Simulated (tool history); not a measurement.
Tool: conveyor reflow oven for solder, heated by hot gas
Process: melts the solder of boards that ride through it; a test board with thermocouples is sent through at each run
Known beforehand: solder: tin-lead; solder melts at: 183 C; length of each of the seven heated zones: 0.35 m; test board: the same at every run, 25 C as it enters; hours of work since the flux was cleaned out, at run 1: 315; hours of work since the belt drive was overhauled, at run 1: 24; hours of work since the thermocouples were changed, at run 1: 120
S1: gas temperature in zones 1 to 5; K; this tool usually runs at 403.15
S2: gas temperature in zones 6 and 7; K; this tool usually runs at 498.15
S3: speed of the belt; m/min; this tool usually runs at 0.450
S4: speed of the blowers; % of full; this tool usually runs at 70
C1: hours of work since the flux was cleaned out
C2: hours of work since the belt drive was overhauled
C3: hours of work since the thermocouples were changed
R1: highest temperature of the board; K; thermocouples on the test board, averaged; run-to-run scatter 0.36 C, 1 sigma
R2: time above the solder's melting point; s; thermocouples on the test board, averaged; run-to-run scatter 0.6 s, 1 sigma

run,day,S1,S2,S3,S4,C1,C2,C3,R1,R2
1,0.000,403.15,498.15,0.450,70,315,24,120,479.85,54.0
2,0.346,403.15,498.15,0.450,70,320,29,125,479.45,53.4
3,0.558,403.15,498.15,0.450,70,324,32,128,480.05,54.1
4,0.762,403.15,498.15,0.450,70,327,35,131,479.95,52.5
5,1.229,414.15,498.15,0.450,70,333,42,138,481.05,60.9
6,1.442,403.15,490.15,0.450,70,337,45,141,473.55,43.1
7,1.908,403.15,490.15,0.450,70,343,52,148,472.85,43.1
8,2.138,403.15,490.15,0.450,70,347,55,151,472.55,44.1
9,2.433,403.15,490.15,0.450,70,351,60,156,473.55,43.4
10,2.746,403.15,498.15,0.450,70,356,64,160,479.35,53.7
11,3.212,403.15,498.15,0.450,70,363,71,167,479.35,52.9
12,3.529,394.15,498.15,0.450,70,367,76,172,478.05,47.2
13,3.733,394.15,498.15,0.450,70,370,79,175,477.75,46.6
14,3.983,403.15,498.15,0.450,52,374,82,178,473.75,43.4
15,4.354,403.15,488.15,0.450,70,379,88,184,471.55,41.8
16,4.596,403.15,488.15,0.450,70,383,91,187,471.35,41.7
17,4.979,403.15,488.15,0.450,70,389,97,193,470.95,41.4
# day 5.642: flux residue cleaned out of gas plates and filters
18,5.642,402.15,495.15,0.449,70,0,104,200,477.85,52.5
19,5.988,417.15,511.15,0.449,78,5,109,205,496.55,76.3
20,6.283,403.15,498.15,0.450,69,9,113,209,479.65,55.0
21,6.742,416.15,488.15,0.450,69,16,120,216,474.15,52.5
22,7.179,407.15,498.15,0.450,70,23,126,222,481.35,58.2
23,7.412,407.15,492.15,0.450,52,26,130,226,471.25,41.6
24,7.696,412.15,512.15,0.502,79,30,134,230,492.75,64.8
25,8.150,412.15,512.15,0.502,79,37,141,237,491.85,64.6
26,8.429,403.15,498.15,0.450,63,41,145,241,478.45,52.3
27,8.892,403.15,498.15,0.450,63,48,152,248,479.25,51.9
28,9.329,403.15,498.15,0.450,63,54,158,254,478.35,53.0
29,9.608,403.15,490.15,0.450,70,58,162,258,473.85,45.9
30,9.900,403.15,500.15,0.450,70,63,166,262,481.95,58.0

Entry by entry between the runs, the difference in hidden state between the last listed run before and the first listed run after:
In the gap between runs 17 and 18: flux residue cleaned out of gas plates and filters (day 5.642)
  heat that the gas passes to the board, % of a clean oven's: 94.7 -> 98.8; belt's true speed, % of the reading: 99.81 -> 99.79; true gas temperature in zones 6 and 7 over the reading, C: 1.19 -> 1.22
  measured minus no-state result, R1: -0.40 -> +0.80 K; R2: -1.2 -> +1.1 s

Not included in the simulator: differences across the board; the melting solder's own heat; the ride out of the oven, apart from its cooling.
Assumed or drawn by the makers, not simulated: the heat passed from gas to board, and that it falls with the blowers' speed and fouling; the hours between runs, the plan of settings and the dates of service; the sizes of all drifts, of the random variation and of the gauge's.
